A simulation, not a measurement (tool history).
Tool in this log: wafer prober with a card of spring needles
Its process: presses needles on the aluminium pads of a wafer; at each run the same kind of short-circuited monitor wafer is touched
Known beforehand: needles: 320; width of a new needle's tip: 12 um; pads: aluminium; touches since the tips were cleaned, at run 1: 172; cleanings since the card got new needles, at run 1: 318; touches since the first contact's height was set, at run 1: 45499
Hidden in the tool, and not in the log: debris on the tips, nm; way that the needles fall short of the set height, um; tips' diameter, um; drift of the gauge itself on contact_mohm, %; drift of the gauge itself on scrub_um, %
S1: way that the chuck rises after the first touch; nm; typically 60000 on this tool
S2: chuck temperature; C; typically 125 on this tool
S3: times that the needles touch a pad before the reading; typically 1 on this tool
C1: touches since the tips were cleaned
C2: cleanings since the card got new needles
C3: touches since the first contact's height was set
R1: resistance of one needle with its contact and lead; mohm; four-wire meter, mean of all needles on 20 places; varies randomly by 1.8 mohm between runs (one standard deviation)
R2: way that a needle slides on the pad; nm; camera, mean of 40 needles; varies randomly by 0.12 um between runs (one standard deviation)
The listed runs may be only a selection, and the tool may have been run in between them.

run	hour	S1	S2	S3	C1	C2	C3	R1	R2
1	0	60000	125	1	172	318	45499	208	10930
# hour 3.3: tips cleaned on abrasive film
# hour 6.7: tips cleaned on abrasive film
# hour 10: tips cleaned on abrasive film
# hour 14.2: tips cleaned on abrasive film
# hour 17.5: tips cleaned on abrasive film
# hour 21.7: tips cleaned on abrasive film
# hour 25.9: tips cleaned on abrasive film
# hour 29.2: tips cleaned on abrasive film
# hour 33.4: tips cleaned on abrasive film
2	33.8	73000	125	1	216	327	60825	208	13030
# hour 37.2: tips cleaned on abrasive film
# hour 40.5: tips cleaned on abrasive film
# hour 43.8: tips cleaned on abrasive film
# hour 48: tips cleaned on abrasive film
# hour 51.3: tips cleaned on abrasive film
# hour 54.7: tips cleaned on abrasive film
# hour 58.9: tips cleaned on abrasive film
# hour 62.2: tips cleaned on abrasive film
# hour 74.2: card fitted with new needles
# hour 77.5: tips cleaned on abrasive film
# hour 80.9: tips cleaned on abrasive film
# hour 84.2: tips cleaned on abrasive film
3	84.7	60000	67	1	215	3	4748	186	11220
# hour 88: tips cleaned on abrasive film
# hour 91.4: tips cleaned on abrasive film
# hour 95.5: tips cleaned on abrasive film
# hour 99.7: tips cleaned on abrasive film
# hour 103: tips cleaned on abrasive film
# hour 106.4: tips cleaned on abrasive film
# hour 110.5: tips cleaned on abrasive film
# hour 114.7: tips cleaned on abrasive film
# hour 118.9: tips cleaned on abrasive film
# hour 123: tips cleaned on abrasive film
# hour 126.4: tips cleaned on abrasive film
# hour 130.5: tips cleaned on abrasive film
# hour 134.7: tips cleaned on abrasive film
# hour 138: tips cleaned on abrasive film
4	140	60000	67	1	913	17	29836	199	11150
# hour 141.7: tips cleaned on abrasive film
# hour 145: tips cleaned on abrasive film
# hour 148.4: tips cleaned on abrasive film
# hour 151.7: tips cleaned on abrasive film
# hour 155.9: tips cleaned on abrasive film
# hour 160: tips cleaned on abrasive film
# hour 163.4: tips cleaned on abrasive film
# hour 166.7: tips cleaned on abrasive film
# hour 170.4: tips cleaned on abrasive film
5	170.4	60000	67	1	0	26	43600	186	10910
# hour 174.6: tips cleaned on abrasive film
# hour 178.7: tips cleaned on abrasive film
# hour 182.1: tips cleaned on abrasive film
# hour 185.4: tips cleaned on abrasive film
# hour 188.8: tips cleaned on abrasive film
# hour 192.9: tips cleaned on abrasive film
# hour 196.3: tips cleaned on abrasive film
# hour 199.6: tips cleaned on abrasive film
# hour 203: tips cleaned on abrasive film
# hour 207.1: tips cleaned on abrasive film
# hour 210.5: tips cleaned on abrasive film
# hour 213.8: tips cleaned on abrasive film
# hour 218: tips cleaned on abrasive film
# hour 221.3: tips cleaned on abrasive film
# hour 224.7: tips cleaned on abrasive film
# hour 228: tips cleaned on abrasive film
# hour 232.2: tips cleaned on abrasive film
# hour 235.5: tips cleaned on abrasive film
6	236.1	60000	67	1	285	44	73347	191	10610
# hour 239.5: tips cleaned on abrasive film
# hour 242.8: tips cleaned on abrasive film
# hour 246.2: tips cleaned on abrasive film
# hour 249.5: tips cleaned on abrasive film
# hour 253.7: tips cleaned on abrasive film
# hour 257.8: tips cleaned on abrasive film
# hour 261.2: tips cleaned on abrasive film
# hour 264.5: tips cleaned on abrasive film
# hour 267.9: tips cleaned on abrasive film
# hour 271.2: tips cleaned on abrasive film
# hour 274.5: tips cleaned on abrasive film, once more
7	275.1	60000	67	1	282	55	91004	190	10670
# hour 278.5: tips cleaned on abrasive film
# hour 282.6: tips cleaned on abrasive film
# hour 286.8: tips cleaned on abrasive film
# hour 290.1: tips cleaned on abrasive film
# hour 294.3: tips cleaned on abrasive film
# hour 297.6: tips cleaned on abrasive film
# hour 301: tips cleaned on abrasive film
# hour 304.3: tips cleaned on abrasive film
# hour 307.7: tips cleaned on abrasive film
# hour 311.8: tips cleaned on abrasive film
8	312.2	60000	67	1	165	65	107788	190	10520
# hour 315.5: tips cleaned on abrasive film
# hour 318.9: tips cleaned on abrasive film
# hour 322.2: tips cleaned on abrasive film
# hour 325.6: tips cleaned on abrasive film
# hour 329.7: tips cleaned on abrasive film
# hour 333.9: tips cleaned on abrasive film
# hour 337.2: tips cleaned on abrasive film
# hour 341.4: tips cleaned on abrasive film
# hour 341.7: height of the first contact set anew
# hour 345: tips cleaned on abrasive film
9	345.2	67000	51	2	99	74	1610	185	12660
# hour 348.6: tips cleaned on abrasive film
# hour 351.9: tips cleaned on abrasive film
# hour 355.3: tips cleaned on abrasive film
# hour 358.6: tips cleaned on abrasive film
# hour 362: tips cleaned on abrasive film
# hour 365.3: tips cleaned on abrasive film
# hour 368.7: tips cleaned on abrasive film
# hour 372.8: tips cleaned on abrasive film
# hour 376.2: tips cleaned on abrasive film
# hour 379.5: tips cleaned on abrasive film
# hour 382.9: tips cleaned on abrasive film
# hour 386.2: tips cleaned on abrasive film
# hour 389.5: tips cleaned on abrasive film
# hour 393.7: tips cleaned on abrasive film
# hour 397: tips cleaned on abrasive film
# hour 400.4: tips cleaned on abrasive film
# hour 404.4: tips cleaned on abrasive film
10	404.4	67000	60	1	0	91	28343	181	12390
# hour 408.5: tips cleaned on abrasive film
# hour 412.7: tips cleaned on abrasive film
# hour 416: tips cleaned on abrasive film
# hour 419.4: tips cleaned on abrasive film
# hour 422.7: tips cleaned on abrasive film
# hour 426.9: tips cleaned on abrasive film
# hour 430.2: tips cleaned on abrasive film
# hour 433.6: tips cleaned on abrasive film
# hour 436.9: tips cleaned on abrasive film
# hour 440.2: tips cleaned on abrasive film
# hour 444.4: tips cleaned on abrasive film
# hour 448.6: tips cleaned on abrasive film
# hour 451.9: tips cleaned on abrasive film
# hour 456.1: tips cleaned on abrasive film
# hour 460.2: tips cleaned on abrasive film
# hour 463.6: tips cleaned on abrasive film
11	466.5	65000	28	2	1382	107	56543	189	11700
# hour 467.4: tips cleaned on abrasive film
# hour 470.8: tips cleaned on abrasive film
# hour 474.9: tips cleaned on abrasive film
# hour 478.3: tips cleaned on abrasive film
# hour 482.4: tips cleaned on abrasive film
# hour 485.8: tips cleaned on abrasive film
# hour 489.1: tips cleaned on abrasive film
# hour 493.3: tips cleaned on abrasive film
# hour 497.4: tips cleaned on abrasive film
# hour 500.8: tips cleaned on abrasive film
# hour 504.1: tips cleaned on abrasive film
12	506.8	52000	28	2	1256	118	74796	197	9030
# hour 507.7: tips cleaned on abrasive film
# hour 511.9: tips cleaned on abrasive film
# hour 515.2: tips cleaned on abrasive film
# hour 519.4: tips cleaned on abrasive film
# hour 522.7: tips cleaned on abrasive film
# hour 526.1: tips cleaned on abrasive film
# hour 529.4: tips cleaned on abrasive film
# hour 532.8: tips cleaned on abrasive film
# hour 536.1: tips cleaned on abrasive film
# hour 539.5: tips cleaned on abrasive film
# hour 542.8: tips cleaned on abrasive film
# hour 546.2: tips cleaned on abrasive film
# hour 550.3: tips cleaned on abrasive film
# hour 553.7: tips cleaned on abrasive film
# hour 557: tips cleaned on abrasive film
# hour 560.3: tips cleaned on abrasive film
# hour 563.7: tips cleaned on abrasive film
# hour 567.8: tips cleaned on abrasive film
# hour 571.2: tips cleaned on abrasive film
13	573.2	79000	120	3	947	137	104827	195	13890
# hour 574.9: tips cleaned on abrasive film
# hour 578.3: tips cleaned on abrasive film
# hour 581.6: tips cleaned on abrasive film
# hour 585: tips cleaned on abrasive film
# hour 589.1: tips cleaned on abrasive film
# hour 593.3: tips cleaned on abrasive film
# hour 597.4: tips cleaned on abrasive film
# hour 601.6: tips cleaned on abrasive film
# hour 604.9: tips cleaned on abrasive film
# hour 609.1: tips cleaned on abrasive film
# hour 609.4: height of the first contact set anew
# hour 612.7: tips cleaned on abrasive film
# hour 616.1: tips cleaned on abrasive film
# hour 620.3: tips cleaned on abrasive film
# hour 623.6: tips cleaned on abrasive film
# hour 627.8: tips cleaned on abrasive film
14	629.2	79000	120	3	688	152	8998	197	14710
# hour 631.8: tips cleaned on abrasive film
# hour 635.1: tips cleaned on abrasive film
# hour 638.5: tips cleaned on abrasive film
# hour 641.8: tips cleaned on abrasive film
# hour 645.1: tips cleaned on abrasive film
# hour 649.3: tips cleaned on abrasive film
# hour 653.5: tips cleaned on abrasive film
# hour 656.8: tips cleaned on abrasive film
# hour 661: tips cleaned on abrasive film
# hour 665.1: tips cleaned on abrasive film
# hour 669.3: tips cleaned on abrasive film
# hour 673.4: tips cleaned on abrasive film
15	674.5	46000	33	1	480	164	29497	196	8480
# hour 677: tips cleaned on abrasive film
# hour 680.3: tips cleaned on abrasive film
# hour 684.5: tips cleaned on abrasive film
# hour 688.6: tips cleaned on abrasive film
# hour 692: tips cleaned on abrasive film
# hour 695.3: tips cleaned on abrasive film
# hour 698.7: tips cleaned on abrasive film
# hour 702.8: tips cleaned on abrasive film
# hour 706.2: tips cleaned on abrasive film
# hour 709.5: tips cleaned on abrasive film
# hour 713.7: tips cleaned on abrasive film
# hour 717: tips cleaned on abrasive film
# hour 721.2: tips cleaned on abrasive film
# hour 724.5: tips cleaned on abrasive film
16	725.3	46000	52	1	342	178	52501	201	8040

3 options for the next run, each taken on its own from the tool as it stands now. Forecast them:
# hour 728.6: tips cleaned on abrasive film
# hour 732: tips cleaned on abrasive film
# hour 736.1: tips cleaned on abrasive film
# hour 740.3: tips cleaned on abrasive film
# hour 743.6: tips cleaned on abrasive film
# hour 747: tips cleaned on abrasive film
# hour 751.1: tips cleaned on abrasive film
# hour 754.5: tips cleaned on abrasive film
# hour 757.8: tips cleaned on abrasive film
# hour 761.1: tips cleaned on abrasive film
# hour 764.5: tips cleaned on abrasive film
A	767.2	46000	26	1	1250	189	71504	?	?
# hour 728.6: tips cleaned on abrasive film
# hour 732: tips cleaned on abrasive film
# hour 736.1: tips cleaned on abrasive film
# hour 740.3: tips cleaned on abrasive film
# hour 743.6: tips cleaned on abrasive film
# hour 747: tips cleaned on abrasive film
# hour 751.1: tips cleaned on abrasive film
# hour 754.5: tips cleaned on abrasive film
# hour 757.8: tips cleaned on abrasive film
# hour 761.1: tips cleaned on abrasive film
# hour 764.5: tips cleaned on abrasive film
B	767.2	72000	125	1	1250	189	71504	?	?
# hour 728.6: tips cleaned on abrasive film
# hour 732: tips cleaned on abrasive film
# hour 736.1: tips cleaned on abrasive film
# hour 740.3: tips cleaned on abrasive film
# hour 743.6: tips cleaned on abrasive film
# hour 747: tips cleaned on abrasive film
# hour 751.1: tips cleaned on abrasive film
# hour 754.5: tips cleaned on abrasive film
# hour 757.8: tips cleaned on abrasive film
# hour 761.1: tips cleaned on abrasive film
# hour 764.5: tips cleaned on abrasive film
C	767.2	70000	56	1	1250	189	71504	?	?

run	R1	R2
A	223	8240
B	207	12670
C	198	12490
The same runs, with their run-to-run variation unchanged, on a tool lacking any hidden condition would have given:
run	R1	R2
A	177	8810
B	189	13240
C	177	13070
